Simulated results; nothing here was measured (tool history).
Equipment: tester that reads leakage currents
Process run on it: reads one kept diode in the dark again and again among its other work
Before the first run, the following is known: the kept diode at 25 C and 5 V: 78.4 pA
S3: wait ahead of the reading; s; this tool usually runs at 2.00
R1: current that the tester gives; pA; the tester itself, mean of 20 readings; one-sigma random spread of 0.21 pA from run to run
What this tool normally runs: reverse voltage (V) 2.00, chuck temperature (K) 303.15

run 1 day=0.000 | reverse_voltage_(V)=2.00 chuck_temperature_(K)=303.15 S3=2.00 | R1=63.44
run 2 day=2.771 | reverse_voltage_(V)=2.00 chuck_temperature_(K)=303.15 S3=2.00 | R1=63.42
run 3 day=5.854 | reverse_voltage_(V)=2.00 chuck_temperature_(K)=303.15 S3=2.00 | R1=63.23
run 4 day=8.517 | reverse_voltage_(V)=2.00 chuck_temperature_(K)=303.15 S3=2.00 | R1=63.26
run 5 day=12.025 | reverse_voltage_(V)=2.00 chuck_temperature_(K)=303.15 S3=2.00 | R1=62.84
run 6 day=13.846 | reverse_voltage_(V)=2.00 chuck_temperature_(K)=303.15 S3=2.00 | R1=62.98
run 7 day=17.333 | reverse_voltage_(V)=5.11 chuck_temperature_(K)=303.15 S3=2.00 | R1=109.85
run 8 day=20.825 | reverse_voltage_(V)=5.11 chuck_temperature_(K)=303.15 S3=2.00 | R1=109.11
run 9 day=24.412 | reverse_voltage_(V)=11.93 chuck_temperature_(K)=300.15 S3=1.71 | R1=147.17
run 10 day=26.621 | reverse_voltage_(V)=3.02 chuck_temperature_(K)=303.15 S3=8.56 | R1=79.28
run 11 day=28.646 | reverse_voltage_(V)=3.02 chuck_temperature_(K)=303.15 S3=8.56 | R1=78.77
run 12 day=30.592 | reverse_voltage_(V)=17.29 chuck_temperature_(K)=303.15 S3=1.58 | R1=225.51
run 13 day=33.071 | reverse_voltage_(V)=17.29 chuck_temperature_(K)=303.15 S3=1.58 | R1=225.05

Consider 5 possible next runs. They are alternatives, not a sequence: every one starts from the tool as it was left by run 13. What does each give?
run A day=36.450 | reverse_voltage_(V)=6.08 chuck_temperature_(K)=298.15 S3=0.87 | R1=?
run B day=36.450 | reverse_voltage_(V)=4.54 chuck_temperature_(K)=327.15 S3=0.69 | R1=?
run C day=36.450 | reverse_voltage_(V)=2.00 chuck_temperature_(K)=294.15 S3=2.56 | R1=?
run D day=36.450 | reverse_voltage_(V)=12.58 chuck_temperature_(K)=303.15 S3=1.58 | R1=?
run E day=36.450 | reverse_voltage_(V)=4.84 chuck_temperature_(K)=318.15 S3=0.55 | R1=?

run=A R1=85.78
run=B R1=495.41
run=C R1=32.25
run=D R1=186.38
run=E R1=290.81
Had the tool no hidden state, the same runs would have come out as:
run=A R1=90.18
run=B R1=535.17
run=C R1=34.29
run=D R1=196.00
run=E R1=313.98

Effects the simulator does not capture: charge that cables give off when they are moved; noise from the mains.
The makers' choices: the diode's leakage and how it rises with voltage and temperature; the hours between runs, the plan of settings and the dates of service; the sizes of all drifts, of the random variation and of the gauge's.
